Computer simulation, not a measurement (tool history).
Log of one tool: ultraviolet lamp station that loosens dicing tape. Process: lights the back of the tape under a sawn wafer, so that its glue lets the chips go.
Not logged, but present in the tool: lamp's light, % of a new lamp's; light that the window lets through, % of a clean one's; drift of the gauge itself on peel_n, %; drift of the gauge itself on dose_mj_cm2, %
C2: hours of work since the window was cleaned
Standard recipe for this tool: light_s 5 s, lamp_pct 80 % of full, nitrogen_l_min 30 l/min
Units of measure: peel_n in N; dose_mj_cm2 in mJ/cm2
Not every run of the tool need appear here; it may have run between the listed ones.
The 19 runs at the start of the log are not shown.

run 20 hour=756.6 | light_s=5 lamp_pct=80 nitrogen_l_min=30 | hours_of_work_of_the_lamp=287 C2=195 | peel_n=0.380 dose_mj_cm2=427
-- hour=765.0 window cleaned of glue's vapour, once more
run 21 hour=813.9 | light_s=5 lamp_pct=80 nitrogen_l_min=30 | hours_of_work_of_the_lamp=329 C2=36 | peel_n=0.278 dose_mj_cm2=500
run 22 hour=854.9 | light_s=8 lamp_pct=81 nitrogen_l_min=30 | hours_of_work_of_the_lamp=359 C2=66 | peel_n=0.144 dose_mj_cm2=801
run 23 hour=893.6 | light_s=8 lamp_pct=81 nitrogen_l_min=30 | hours_of_work_of_the_lamp=388 C2=94 | peel_n=0.140 dose_mj_cm2=782
run 24 hour=942.6 | light_s=5 lamp_pct=100 nitrogen_l_min=30 | hours_of_work_of_the_lamp=424 C2=130 | peel_n=0.200 dose_mj_cm2=597
run 25 hour=996.2 | light_s=5 lamp_pct=80 nitrogen_l_min=10 | hours_of_work_of_the_lamp=463 C2=170 | peel_n=0.804 dose_mj_cm2=468
run 26 hour=1038.7 | light_s=5 lamp_pct=80 nitrogen_l_min=10 | hours_of_work_of_the_lamp=494 C2=201 | peel_n=0.870 dose_mj_cm2=469
run 27 hour=1078.2 | light_s=4 lamp_pct=62 nitrogen_l_min=28 | hours_of_work_of_the_lamp=523 C2=230 | peel_n=0.988 dose_mj_cm2=283
run 28 hour=1124.1 | light_s=4 lamp_pct=62 nitrogen_l_min=28 | hours_of_work_of_the_lamp=557 C2=264 | peel_n=1.041 dose_mj_cm2=276
run 29 hour=1173.1 | light_s=8 lamp_pct=82 nitrogen_l_min=30 | hours_of_work_of_the_lamp=593 C2=300 | peel_n=0.144 dose_mj_cm2=723
run 30 hour=1205.5 | light_s=3 lamp_pct=67 nitrogen_l_min=17 | hours_of_work_of_the_lamp=617 C2=323 | peel_n=1.980 dose_mj_cm2=220
run 31 hour=1234.6 | light_s=3 lamp_pct=69 nitrogen_l_min=38 | hours_of_work_of_the_lamp=638 C2=345 | peel_n=1.229 dose_mj_cm2=221
run 32 hour=1282.0 | light_s=2 lamp_pct=83 nitrogen_l_min=30 | hours_of_work_of_the_lamp=673 C2=380 | peel_n=1.951 dose_mj_cm2=179
run 33 hour=1326.4 | light_s=3 lamp_pct=89 nitrogen_l_min=30 | hours_of_work_of_the_lamp=705 C2=412 | peel_n=0.971 dose_mj_cm2=277
run 34 hour=1383.0 | light_s=3 lamp_pct=89 nitrogen_l_min=30 | hours_of_work_of_the_lamp=747 C2=454 | peel_n=1.022 dose_mj_cm2=271
run 35 hour=1416.5 | light_s=5 lamp_pct=78 nitrogen_l_min=56 | hours_of_work_of_the_lamp=772 C2=478 | peel_n=0.303 dose_mj_cm2=394
-- hour=1438.2 lamp changed
run 36 hour=1447.9 | light_s=5 lamp_pct=78 nitrogen_l_min=56 | hours_of_work_of_the_lamp=7 C2=501 | peel_n=0.194 dose_mj_cm2=503
run 37 hour=1492.2 | light_s=5 lamp_pct=70 nitrogen_l_min=30 | hours_of_work_of_the_lamp=40 C2=533 | peel_n=0.356 dose_mj_cm2=446
run 38 hour=1543.8 | light_s=5 lamp_pct=70 nitrogen_l_min=30 | hours_of_work_of_the_lamp=78 C2=571 | peel_n=0.367 dose_mj_cm2=436

Run 39 comes next. What will it give?
-- hour=1593.6 window cleaned of glue's vapour
run 39 hour=1594.1 | light_s=6 lamp_pct=80 nitrogen_l_min=16 | hours_of_work_of_the_lamp=114 C2=0 | peel_n=? dose_mj_cm2=?

Run 39 produced peel_n 0.281 N, dose_mj_cm2 656 mJ/cm2.
Had the tool carried no hidden state, the very same run would have given peel_n 0.258 N, dose_mj_cm2 682 mJ/cm2.
